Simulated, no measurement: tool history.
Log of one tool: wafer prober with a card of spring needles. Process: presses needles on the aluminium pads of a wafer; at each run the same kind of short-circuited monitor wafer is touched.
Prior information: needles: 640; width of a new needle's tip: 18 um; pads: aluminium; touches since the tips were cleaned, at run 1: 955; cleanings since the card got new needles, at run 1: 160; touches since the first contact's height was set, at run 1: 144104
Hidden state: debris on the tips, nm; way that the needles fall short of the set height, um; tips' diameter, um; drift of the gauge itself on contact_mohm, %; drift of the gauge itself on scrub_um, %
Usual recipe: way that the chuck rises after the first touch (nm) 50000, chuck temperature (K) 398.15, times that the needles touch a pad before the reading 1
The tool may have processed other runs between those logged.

run   hour  way that the chuck rises after the first touch (nm)  chuck temperature (K)  times that the needles touch a pad before the reading  touches since the tips were cleaned  cleanings since the card got new needles  touches since the first contact's height was set  resistance of one needle with its contact and lead (mohm)  way that a needle slides on the pad (nm)
  1      0                                                50000                 398.15                                                      1                                  955                                       160                                            144104                                                        191                                     12450
       1.8  -- tips cleaned on abrasive film
       6.3  -- tips cleaned on abrasive film
       9.9  -- tips cleaned on abrasive film
      14.4  -- tips cleaned on abrasive film
      18.9  -- tips cleaned on abrasive film
      22.5  -- tips cleaned on abrasive film
        27  -- tips cleaned on abrasive film
      31.5  -- tips cleaned on abrasive film
        36  -- tips cleaned on abrasive film
      40.5  -- tips cleaned on abrasive film
      44.1  -- tips cleaned on abrasive film
      48.6  -- tips cleaned on abrasive film
      53.1  -- tips cleaned on abrasive film
      56.7  -- tips cleaned on abrasive film
      61.2  -- tips cleaned on abrasive film
      65.7  -- tips cleaned on abrasive film
      70.2  -- tips cleaned on abrasive film
      74.7  -- tips cleaned on abrasive film
  2   77.6                                                50000                 398.15                                                      1                                 1510                                       178                                            183207                                                        204                                     12300
      78.6  -- tips cleaned on abrasive film
        83  -- tips cleaned on abrasive film
      87.5  -- tips cleaned on abrasive film
        92  -- tips cleaned on abrasive film
      96.5  -- tips cleaned on abrasive film
       101  -- tips cleaned on abrasive film
     104.6  -- tips cleaned on abrasive film
     109.1  -- tips cleaned on abrasive film
     113.6  -- tips cleaned on abrasive film
     118.1  -- tips cleaned on abrasive film
     122.6  -- tips cleaned on abrasive film
     127.1  -- tips cleaned on abrasive film
     131.6  -- tips cleaned on abrasive film
     133.6  -- height of the first contact set anew
     136.3  -- tips cleaned on abrasive film
     140.8  -- tips cleaned on abrasive film
     145.3  -- tips cleaned on abrasive film
     149.8  -- tips cleaned on abrasive film
     154.3  -- tips cleaned on abrasive film
  3    157                                                56000                 398.15                                                      1                                 1397                                       196                                             11816                                                        183                                     15460
       158  -- tips cleaned on abrasive film
     162.5  -- tips cleaned on abrasive film
       167  -- tips cleaned on abrasive film
     171.5  -- tips cleaned on abrasive film
     175.9  -- tips cleaned on abrasive film
     180.4  -- tips cleaned on abrasive film
     184.9  -- tips cleaned on abrasive film
     189.4  -- tips cleaned on abrasive film
     193.9  -- tips cleaned on abrasive film
     198.4  -- tips cleaned on abrasive film
     202.9  -- tips cleaned on abrasive film
     207.4  -- tips cleaned on abrasive film
     211.9  -- tips cleaned on abrasive film
     216.3  -- tips cleaned on abrasive film
     220.8  -- tips cleaned on abrasive film
     225.3  -- tips cleaned on abrasive film
     229.8  -- tips cleaned on abrasive film
     234.3  -- tips cleaned on abrasive film
     238.8  -- tips cleaned on abrasive film
     243.2  -- tips cleaned on abrasive film
  4  243.2                                                56000                 398.15                                                      2                                    0                                       216                                             55261                                                        161                                     14910
     247.7  -- tips cleaned on abrasive film
     252.2  -- tips cleaned on abrasive film
     256.7  -- tips cleaned on abrasive film
     261.2  -- tips cleaned on abrasive film
     265.7  -- tips cleaned on abrasive film
     270.2  -- tips cleaned on abrasive film
     274.6  -- tips cleaned on abrasive film
     279.1  -- tips cleaned on abrasive film
     283.6  -- tips cleaned on abrasive film
     288.1  -- tips cleaned on abrasive film
     291.7  -- tips cleaned on abrasive film
     296.2  -- tips cleaned on abrasive film
     300.7  -- tips cleaned on abrasive film
     305.2  -- tips cleaned on abrasive film
     309.7  -- tips cleaned on abrasive film
     314.2  -- tips cleaned on abrasive film
     318.7  -- tips cleaned on abrasive film
  5  318.9                                                56000                 398.15                                                      2                                  118                                       233                                             93431                                                        166                                     14400
     322.5  -- tips cleaned on abrasive film
       327  -- tips cleaned on abrasive film
     331.5  -- tips cleaned on abrasive film
       336  -- tips cleaned on abrasive film
     339.6  -- tips cleaned on abrasive film
     344.1  -- tips cleaned on abrasive film
     348.6  -- tips cleaned on abrasive film
       353  -- tips cleaned on abrasive film
     357.5  -- tips cleaned on abrasive film
  6  360.2                                                56000                 398.15                                                      2                                 1373                                       242                                            114281                                                        182                                     14530
     361.2  -- tips cleaned on abrasive film
     364.8  -- tips cleaned on abrasive film
     369.3  -- tips cleaned on abrasive film
     372.9  -- tips cleaned on abrasive film
     377.4  -- tips cleaned on abrasive film
     381.9  -- tips cleaned on abrasive film
     386.4  -- tips cleaned on abrasive film
     390.9  -- tips cleaned on abrasive film
     395.3  -- tips cleaned on abrasive film
     399.8  -- tips cleaned on abrasive film
     403.5  -- tips cleaned on abrasive film
     407.9  -- tips cleaned on abrasive film
     412.4  -- tips cleaned on abrasive film
  7    415                                                56000                 306.15                                                      3                                 1302                                       255                                            141864                                                        159                                     14160
     416.8  -- tips cleaned on abrasive film
     421.3  -- tips cleaned on abrasive film
     425.8  -- tips cleaned on abrasive film
     430.3  -- tips cleaned on abrasive film
     434.8  -- tips cleaned on abrasive film
     439.3  -- tips cleaned on abrasive film
     443.7  -- tips cleaned on abrasive film
     447.4  -- tips cleaned on abrasive film
     451.8  -- tips cleaned on abrasive film
     455.5  -- tips cleaned on abrasive film
       460  -- tips cleaned on abrasive film
     464.4  -- tips cleaned on abrasive film
  8  465.6                                                36000                 320.15                                                      2                                  607                                       267                                            167387                                                        196                                      8470
     468.4  -- tips cleaned on abrasive film
       472  -- tips cleaned on abrasive film
     476.5  -- tips cleaned on abrasive film
     480.9  -- tips cleaned on abrasive film
     485.4  -- tips cleaned on abrasive film
     489.9  -- tips cleaned on abrasive film
     494.4  -- tips cleaned on abrasive film
     498.9  -- tips cleaned on abrasive film
     503.4  -- tips cleaned on abrasive film
     507.9  -- tips cleaned on abrasive film
     512.4  -- tips cleaned on abrasive film
     516.9  -- tips cleaned on abrasive film
     521.4  -- tips cleaned on abrasive film
     525.8  -- tips cleaned on abrasive film
     530.3  -- tips cleaned on abrasive film
     534.8  -- tips cleaned on abrasive film
     539.3  -- tips cleaned on abrasive film
  9  541.4                                                39000                 306.15                                                      2                                 1075                                       284                                            205607                                                        208                                      8850
     543.3  -- tips cleaned on abrasive film
     547.7  -- tips cleaned on abrasive film
     552.2  -- tips cleaned on abrasive film
     553.4  -- height of the first contact set anew
       557  -- tips cleaned on abrasive film
     561.5  -- tips cleaned on abrasive film
       566  -- tips cleaned on abrasive film
     570.5  -- tips cleaned on abrasive film
       575  -- tips cleaned on abrasive film
     578.6  -- tips cleaned on abrasive film
     583.1  -- tips cleaned on abrasive film
     586.7  -- tips cleaned on abrasive film
     591.2  -- tips cleaned on abrasive film
     595.7  -- tips cleaned on abrasive film
     599.3  -- tips cleaned on abrasive film
     603.8  -- tips cleaned on abrasive film
     608.3  -- tips cleaned on abrasive film
     612.2  -- tips cleaned on abrasive film
 10  612.2                                                39000                 306.15                                                      2                                    0                                       301                                             29631                                                        159                                     10410
     615.8  -- tips cleaned on abrasive film
     620.3  -- tips cleaned on abrasive film
     624.8  -- tips cleaned on abrasive film
     629.3  -- tips cleaned on abrasive film
     633.8  -- tips cleaned on abrasive film
     638.3  -- tips cleaned on abrasive film
     642.8  -- tips cleaned on abrasive film
     647.3  -- tips cleaned on abrasive film
     651.8  -- tips cleaned on abrasive film
     656.3  -- tips cleaned on abrasive film
     660.7  -- tips cleaned on abrasive film
     664.4  -- tips cleaned on abrasive film
     668.8  -- tips cleaned on abrasive film
     673.3  -- tips cleaned on abrasive film
 11  673.9                                                39000                 306.15                                                      2                                  306                                       315                                             60743                                                        173                                     10130

Hidden state or all else? Some run-to-run changes of resistance of one needle with its contact and lead (mohm), split into what the settings, what came in and random variation would give without the hidden state, and what is left for the hidden state (with any gauge scatter that isn't in both results):
Run 9 -> 10: tips cleaned on abrasive film, tips cleaned on abrasive film, tips cleaned on abrasive film, height of the first contact set anew, tips cleaned on abrasive film, tips cleaned on abrasive film, tips cleaned on abrasive film, tips cleaned on abrasive film, tips cleaned on abrasive film, tips cleaned on abrasive film, tips cleaned on abrasive film, tips cleaned on abrasive film, tips cleaned on abrasive film, tips cleaned on abrasive film, tips cleaned on abrasive film, tips cleaned on abrasive film, tips cleaned on abrasive film, tips cleaned on abrasive film. resistance of one needle with its contact and lead (mohm) -49: hidden state -49, all else +0.
